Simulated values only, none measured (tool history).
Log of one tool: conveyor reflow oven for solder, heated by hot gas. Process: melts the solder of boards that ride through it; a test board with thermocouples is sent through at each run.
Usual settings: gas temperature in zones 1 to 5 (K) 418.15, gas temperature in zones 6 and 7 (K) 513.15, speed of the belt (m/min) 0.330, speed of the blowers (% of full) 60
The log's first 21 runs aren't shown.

| run | hour | gas temperature in zones 1 to 5 (K) | gas temperature in zones 6 and 7 (K) | speed of the belt (m/min) | speed of the blowers (% of full) | highest temperature of the board (K) | time above the solder's melting point (s) |
|---|---|---|---|---|---|---|---|
| 22 | 153.1 | 406.15 | 517.15 | 0.262 | 51 | 503.75 | 117.1 |
| 23 | 160.3 | 408.15 | 512.15 | 0.262 | 54 | 499.85 | 114.9 |
| 24 | 168.1 | 408.15 | 512.15 | 0.262 | 54 | 499.75 | 114.3 |
| 25 | 177.3 | 413.15 | 513.15 | 0.330 | 67 | 496.75 | 88.6 |
| 26 | 185.0 | 413.15 | 513.15 | 0.330 | 67 | 496.65 | 88.7 |
| 27 | 193.0 | 408.15 | 512.15 | 0.392 | 52 | 484.45 | 59.2 |
| 28 | 200.4 | 418.15 | 513.15 | 0.330 | 72 | 498.35 | 93.8 |
| 29 | 209.3 | 406.15 | 507.15 | 0.316 | 50 | 488.05 | 79.9 |
| 30 | 217.0 | 418.15 | 513.15 | 0.330 | 67 | 497.55 | 91.9 |

Run 31 comes next. What will it give?
| 31 | 224.0 | 417.15 | 505.15 | 0.330 | 60 | ? | ? |

highest temperature of the board (K): 489.05
time above the solder's melting point (s): 83.6
Without the tool's hidden state the same run would have given highest temperature of the board (K) 489.15, time above the solder's melting point (s) 83.8.

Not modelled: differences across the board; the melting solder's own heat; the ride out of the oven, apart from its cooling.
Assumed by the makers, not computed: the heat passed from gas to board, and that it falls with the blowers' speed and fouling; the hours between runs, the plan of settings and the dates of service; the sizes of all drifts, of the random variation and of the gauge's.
